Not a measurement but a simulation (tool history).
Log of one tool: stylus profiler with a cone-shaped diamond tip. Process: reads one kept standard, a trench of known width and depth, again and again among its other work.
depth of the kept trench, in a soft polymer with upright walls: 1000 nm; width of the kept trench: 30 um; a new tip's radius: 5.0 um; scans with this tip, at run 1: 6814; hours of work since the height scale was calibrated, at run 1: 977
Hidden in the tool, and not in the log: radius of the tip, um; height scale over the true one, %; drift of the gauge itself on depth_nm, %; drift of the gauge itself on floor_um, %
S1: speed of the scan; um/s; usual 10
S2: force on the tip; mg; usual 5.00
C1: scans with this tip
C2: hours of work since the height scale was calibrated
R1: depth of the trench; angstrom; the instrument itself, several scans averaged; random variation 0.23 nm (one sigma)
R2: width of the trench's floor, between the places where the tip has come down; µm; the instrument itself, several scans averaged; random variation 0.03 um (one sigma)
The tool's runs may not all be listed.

{"run": 1, "hour": 0.0, "S1": 10, "S2": 5.0, "C1": 6814, "C2": 977, "R1": 10258.2, "R2": 23.98}
{"run": 2, "hour": 8.1, "S1": 10, "S2": 3.04, "C1": 6845, "C2": 981, "R1": 10182.7, "R2": 23.99}
{"run": 3, "hour": 17.7, "S1": 10, "S2": 4.7, "C1": 6881, "C2": 986, "R1": 10247.6, "R2": 23.95}
{"run": 4, "hour": 31.0, "S1": 10, "S2": 4.33, "C1": 6932, "C2": 994, "R1": 10234.2, "R2": 23.98}
{"run": 5, "hour": 46.1, "S1": 2, "S2": 4.33, "C1": 6989, "C2": 1002, "R1": 10236.1, "R2": 23.96}
{"run": 6, "hour": 57.4, "S1": 10, "S2": 11.56, "C1": 7032, "C2": 1008, "R1": 10450.7, "R2": 23.98}
{"run": 7, "hour": 68.1, "S1": 10, "S2": 5.0, "C1": 7072, "C2": 1014, "R1": 10258.2, "R2": 23.95}
{"run": 8, "hour": 84.1, "S1": 17, "S2": 5.0, "C1": 7133, "C2": 1022, "R1": 10258.7, "R2": 23.9}
{"run": 9, "hour": 93.2, "S1": 7, "S2": 9.61, "C1": 7167, "C2": 1027, "R1": 10395.8, "R2": 23.93}
{"run": 10, "hour": 104.5, "S1": 10, "S2": 2.86, "C1": 7210, "C2": 1034, "R1": 10175.3, "R2": 23.96}
{"run": 11, "hour": 115.6, "S1": 11, "S2": 10.48, "C1": 7252, "C2": 1040, "R1": 10421.9, "R2": 23.93}
{"run": 12, "hour": 126.4, "S1": 11, "S2": 10.48, "C1": 7293, "C2": 1045, "R1": 10421.6, "R2": 23.96}
{"run": 13, "hour": 139.1, "S1": 11, "S2": 10.48, "C1": 7341, "C2": 1052, "R1": 10420.2, "R2": 23.93}
{"run": 14, "hour": 149.8, "S1": 9, "S2": 2.92, "C1": 7382, "C2": 1058, "R1": 10176.5, "R2": 24.0}
{"run": 15, "hour": 164.6, "S1": 26, "S2": 3.4, "C1": 7438, "C2": 1066, "R1": 10199.2, "R2": 23.9}

5 ways to go on from here, each from the tool as it stands after run 15. What would each give?
{"run": "A", "hour": 173.3, "S1": 10, "S2": 3.84, "C1": 7470, "C2": 1071, "R1": "?", "R2": "?"}
{"run": "B", "hour": 173.3, "S1": 4, "S2": 3.4, "C1": 7470, "C2": 1071, "R1": "?", "R2": "?"}
{"run": "C", "hour": 173.3, "S1": 10, "S2": 8.92, "C1": 7470, "C2": 1071, "R1": "?", "R2": "?"}
{"run": "D", "hour": 173.3, "S1": 25, "S2": 5.89, "C1": 7470, "C2": 1071, "R1": "?", "R2": "?"}
{"run": "E", "hour": 173.3, "S1": 3, "S2": 3.4, "C1": 7470, "C2": 1071, "R1": "?", "R2": "?"}

run=A R1=10214.1 R2=23.94
run=B R1=10198.7 R2=23.95
run=C R1=10378.4 R2=23.99
run=D R1=10283.6 R2=23.95
run=E R1=10199.6 R2=23.98
Without the tool's hidden state the same runs would have given:
run=A R1=10214.4 R2=23.96
run=B R1=10198.9 R2=23.96
run=C R1=10378.7 R2=24.01
run=D R1=10283.8 R2=23.96
run=E R1=10199.8 R2=24.00
